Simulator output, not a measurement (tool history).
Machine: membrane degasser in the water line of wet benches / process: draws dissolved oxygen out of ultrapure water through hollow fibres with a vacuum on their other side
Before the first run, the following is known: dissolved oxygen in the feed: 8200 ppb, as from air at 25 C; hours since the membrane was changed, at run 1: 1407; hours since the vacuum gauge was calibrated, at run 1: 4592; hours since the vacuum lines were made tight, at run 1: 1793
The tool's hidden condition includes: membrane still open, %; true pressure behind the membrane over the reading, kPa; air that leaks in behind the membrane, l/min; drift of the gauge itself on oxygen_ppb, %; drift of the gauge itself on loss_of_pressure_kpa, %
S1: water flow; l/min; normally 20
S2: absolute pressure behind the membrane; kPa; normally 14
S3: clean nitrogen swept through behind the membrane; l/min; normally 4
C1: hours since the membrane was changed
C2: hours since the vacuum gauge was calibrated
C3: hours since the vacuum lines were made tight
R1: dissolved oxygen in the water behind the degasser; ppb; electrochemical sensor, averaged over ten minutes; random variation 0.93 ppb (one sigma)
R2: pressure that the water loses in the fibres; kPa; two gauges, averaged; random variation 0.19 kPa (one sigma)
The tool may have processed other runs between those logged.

Run 1, hour 0: usual settings; C1 1407; C2 4592; C3 1793. Result: R1 140.6 ppb, R2 41.53 kPa.
Run 2, hour 67.1: usual settings; C1 1475; C2 4660; C3 1861. Result: R1 143.4 ppb, R2 41.66 kPa.
Run 3, hour 134.7: usual settings but S3 2.64 l/min; C1 1542; C2 4727; C3 1928. Result: R1 208 ppb, R2 41.21 kPa.
Run 4, hour 192: usual settings but S3 2.64 l/min; C1 1599; C2 4784; C3 1985. Result: R1 205.4 ppb, R2 41.61 kPa.
Run 5, hour 237.7: usual settings but S1 22 l/min; C1 1645; C2 4830; C3 2031. Result: R1 160.8 ppb, R2 45.68 kPa.
Run 6, hour 272.5: usual settings but S1 22 l/min; C1 1680; C2 4865; C3 2066. Result: R1 155.5 ppb, R2 45.8 kPa.
Run 7, hour 317.1: usual settings but S1 22 l/min; C1 1724; C2 4910; C3 2111. Result: R1 158.1 ppb, R2 45.84 kPa.
Run 8, hour 364.3: usual settings but S1 22 l/min; C1 1772; C2 4957; C3 2158. Result: R1 158.4 ppb, R2 46.12 kPa.
Run 9, hour 429.2: usual settings but S3 2.03 l/min; C1 1837; C2 5022; C3 2223. Result: R1 257.9 ppb, R2 41.87 kPa.
Run 10, hour 459.7: usual settings but S3 2.03 l/min; C1 1867; C2 5052; C3 2253. Result: R1 259.3 ppb, R2 41.68 kPa.
At hour 476.4: vacuum gauge calibrated.
Run 11, hour 523.4: usual settings but S3 2.03 l/min; C1 1930; C2 47; C3 2316. Result: R1 253.9 ppb, R2 41.61 kPa.
Run 12, hour 585.7: usual settings but S3 2.03 l/min; C1 1993; C2 109; C3 2379. Result: R1 253.8 ppb, R2 41.94 kPa.
Run 13, hour 653.7: usual settings but S3 2.03 l/min; C1 2061; C2 177; C3 2447. Result: R1 253.3 ppb, R2 41.65 kPa.
Run 14, hour 694.1: usual settings but S2 10.4 kPa, S3 11.31 l/min; C1 2101; C2 218; C3 2487. Result: R1 39.9 ppb, R2 41.84 kPa.
Run 15, hour 732: usual settings but S2 10.5 kPa, S3 11.31 l/min; C1 2139; C2 256; C3 2525. Result: R1 40.1 ppb, R2 41.51 kPa.
Run 16, hour 787: usual settings but S1 17 l/min, S2 31.4 kPa, S3 3.44 l/min; C1 2194; C2 311; C3 2580. Result: R1 337.9 ppb, R2 35.67 kPa.
Run 17, hour 841.1: usual settings but S1 17 l/min, S2 31.4 kPa, S3 3.44 l/min; C1 2248; C2 365; C3 2634. Result: R1 331.3 ppb, R2 35.51 kPa.
Run 18, hour 905.9: usual settings but S1 17 l/min, S2 31.4 kPa, S3 3.44 l/min; C1 2313; C2 430; C3 2699. Result: R1 335.1 ppb, R2 35.71 kPa.
Run 19, hour 949.2: usual settings but S1 12 l/min; C1 2356; C2 473; C3 2742. Result: R1 80.3 ppb, R2 25.08 kPa.
Run 20, hour 996: usual settings but S1 12 l/min; C1 2403; C2 520; C3 2789. Result: R1 80.8 ppb, R2 25.04 kPa.
Run 21, hour 1042.9: usual settings but S1 14 l/min, S2 9.3 kPa, S3 1.77 l/min; C1 2450; C2 567; C3 2836. Result: R1 115 ppb, R2 29.57 kPa.
Run 22, hour 1102.8: usual settings but S1 14 l/min, S2 9.3 kPa, S3 1.77 l/min; C1 2510; C2 626; C3 2896. Result: R1 117.6 ppb, R2 29.35 kPa.
Run 23, hour 1166.4: usual settings but S1 14 l/min, S2 9.3 kPa, S3 1.77 l/min; C1 2573; C2 690; C3 2959. Result: R1 116.9 ppb, R2 29.36 kPa.
Run 24, hour 1224.6: usual settings but S1 14 l/min, S2 9.3 kPa, S3 1.77 l/min; C1 2631; C2 748; C3 3018. Result: R1 117.3 ppb, R2 29.12 kPa.
Run 25, hour 1256.1: usual settings but S1 27 l/min, S2 11.3 kPa, S3 2.01 l/min; C1 2663; C2 780; C3 3049. Result: R1 275.3 ppb, R2 56.88 kPa.

Pick out some run-to-run changes in R1. Of each, how much would a tool without hidden state show as well, from the settings, what came in and chance, and how much is left for the hidden state and any gauge scatter not in both results compared?
Run 8 -> 9: S1 22 -> 20, S3 4 -> 2.03. R1 +99.5 ppb: hidden state +3.2, all else +96.3.
Run 10 -> 11: vacuum gauge calibrated. R1 -5.4 ppb: hidden state -7.9, all else +2.5.
Run 15 -> 16: S1 20 -> 17, S2 10.5 -> 31.4, S3 11.31 -> 3.44. R1 +297.8 ppb: hidden state +2.2, all else +295.6.
Run 18 -> 19: S1 17 -> 12, S2 31.4 -> 14, S3 3.44 -> 4. R1 -254.8 ppb: hidden state -2.4, all else -252.4.
